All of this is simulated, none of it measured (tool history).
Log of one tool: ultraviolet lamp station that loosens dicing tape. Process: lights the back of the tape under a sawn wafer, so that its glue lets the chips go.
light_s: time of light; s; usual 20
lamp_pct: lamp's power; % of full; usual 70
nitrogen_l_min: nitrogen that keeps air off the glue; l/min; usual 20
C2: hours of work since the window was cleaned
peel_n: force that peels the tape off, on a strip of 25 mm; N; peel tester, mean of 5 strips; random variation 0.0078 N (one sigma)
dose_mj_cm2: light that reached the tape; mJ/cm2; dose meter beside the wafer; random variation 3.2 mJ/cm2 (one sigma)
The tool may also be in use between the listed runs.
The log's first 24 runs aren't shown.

{"run": 25, "hour": 226.8, "light_s": 22, "lamp_pct": 86, "nitrogen_l_min": 20, "hours of work of the lamp": 140, "C2": 52, "peel_n": 0.262, "dose_mj_cm2": 632}
{"run": 26, "hour": 239.0, "light_s": 22, "lamp_pct": 86, "nitrogen_l_min": 20, "hours of work of the lamp": 146, "C2": 58, "peel_n": 0.257, "dose_mj_cm2": 635}
{"run": 27, "hour": 247.1, "light_s": 20, "lamp_pct": 63, "nitrogen_l_min": 20, "hours of work of the lamp": 150, "C2": 62, "peel_n": 0.347, "dose_mj_cm2": 412}
{"run": 28, "hour": 259.9, "light_s": 20, "lamp_pct": 70, "nitrogen_l_min": 23, "hours of work of the lamp": 156, "C2": 68, "peel_n": 0.322, "dose_mj_cm2": 455}
{"run": 29, "hour": 273.5, "light_s": 17, "lamp_pct": 79, "nitrogen_l_min": 20, "hours of work of the lamp": 163, "C2": 75, "peel_n": 0.328, "dose_mj_cm2": 442}
{"run": 30, "hour": 286.5, "light_s": 17, "lamp_pct": 79, "nitrogen_l_min": 20, "hours of work of the lamp": 169, "C2": 81, "peel_n": 0.346, "dose_mj_cm2": 444}
{"run": 31, "hour": 293.3, "light_s": 17, "lamp_pct": 79, "nitrogen_l_min": 20, "hours of work of the lamp": 173, "C2": 85, "peel_n": 0.356, "dose_mj_cm2": 437}
{"run": 32, "hour": 305.1, "light_s": 25, "lamp_pct": 65, "nitrogen_l_min": 29, "hours of work of the lamp": 179, "C2": 91, "peel_n": 0.253, "dose_mj_cm2": 526}
{"run": 33, "hour": 312.6, "light_s": 11, "lamp_pct": 65, "nitrogen_l_min": 29, "hours of work of the lamp": 182, "C2": 94, "peel_n": 0.653, "dose_mj_cm2": 231}
{"run": 34, "hour": 323.9, "light_s": 16, "lamp_pct": 78, "nitrogen_l_min": 6, "hours of work of the lamp": 188, "C2": 100, "peel_n": 0.797, "dose_mj_cm2": 402}
{"run": 35, "hour": 336.7, "light_s": 20, "lamp_pct": 70, "nitrogen_l_min": 18, "hours of work of the lamp": 194, "C2": 106, "peel_n": 0.345, "dose_mj_cm2": 454}
{"run": 36, "hour": 343.2, "light_s": 20, "lamp_pct": 70, "nitrogen_l_min": 18, "hours of work of the lamp": 197, "C2": 110, "peel_n": 0.341, "dose_mj_cm2": 452}
{"run": 37, "hour": 354.0, "light_s": 20, "lamp_pct": 70, "nitrogen_l_min": 18, "hours of work of the lamp": 203, "C2": 115, "peel_n": 0.345, "dose_mj_cm2": 447}
{"run": 38, "hour": 363.8, "light_s": 20, "lamp_pct": 70, "nitrogen_l_min": 18, "hours of work of the lamp": 208, "C2": 120, "peel_n": 0.34, "dose_mj_cm2": 445}
{"run": 39, "hour": 373.9, "light_s": 33, "lamp_pct": 80, "nitrogen_l_min": 20, "hours of work of the lamp": 213, "C2": 125, "peel_n": 0.24, "dose_mj_cm2": 827}
{"run": 40, "hour": 385.4, "light_s": 33, "lamp_pct": 80, "nitrogen_l_min": 20, "hours of work of the lamp": 218, "C2": 131, "peel_n": 0.242, "dose_mj_cm2": 835}
{"run": 41, "hour": 397.4, "light_s": 33, "lamp_pct": 80, "nitrogen_l_min": 20, "hours of work of the lamp": 224, "C2": 136, "peel_n": 0.242, "dose_mj_cm2": 835}
{"run": 42, "hour": 409.9, "light_s": 33, "lamp_pct": 80, "nitrogen_l_min": 20, "hours of work of the lamp": 230, "C2": 143, "peel_n": 0.238, "dose_mj_cm2": 825}

5 ways to go on from here, each from the tool as it stands after run 42. What would each give?
{"run": "A", "hour": 418.1, "light_s": 23, "lamp_pct": 80, "nitrogen_l_min": 13, "hours of work of the lamp": 235, "C2": 147, "peel_n": "?", "dose_mj_cm2": "?"}
{"run": "B", "hour": 418.1, "light_s": 20, "lamp_pct": 77, "nitrogen_l_min": 7, "hours of work of the lamp": 235, "C2": 147, "peel_n": "?", "dose_mj_cm2": "?"}
{"run": "C", "hour": 418.1, "light_s": 18, "lamp_pct": 70, "nitrogen_l_min": 20, "hours of work of the lamp": 235, "C2": 147, "peel_n": "?", "dose_mj_cm2": "?"}
{"run": "D", "hour": 418.1, "light_s": 19, "lamp_pct": 91, "nitrogen_l_min": 20, "hours of work of the lamp": 235, "C2": 147, "peel_n": "?", "dose_mj_cm2": "?"}
{"run": "E", "hour": 418.1, "light_s": 18, "lamp_pct": 75, "nitrogen_l_min": 26, "hours of work of the lamp": 235, "C2": 147, "peel_n": "?", "dose_mj_cm2": "?"}

run=A peel_n=0.307 dose_mj_cm2=566
run=B peel_n=0.553 dose_mj_cm2=485
run=C peel_n=0.39 dose_mj_cm2=394
run=D peel_n=0.271 dose_mj_cm2=533
run=E peel_n=0.305 dose_mj_cm2=419
Without the tool's hidden state the same runs would have given:
run=A peel_n=0.276 dose_mj_cm2=645
run=B peel_n=0.457 dose_mj_cm2=552
run=C peel_n=0.332 dose_mj_cm2=449
run=D peel_n=0.249 dose_mj_cm2=608
run=E peel_n=0.271 dose_mj_cm2=478
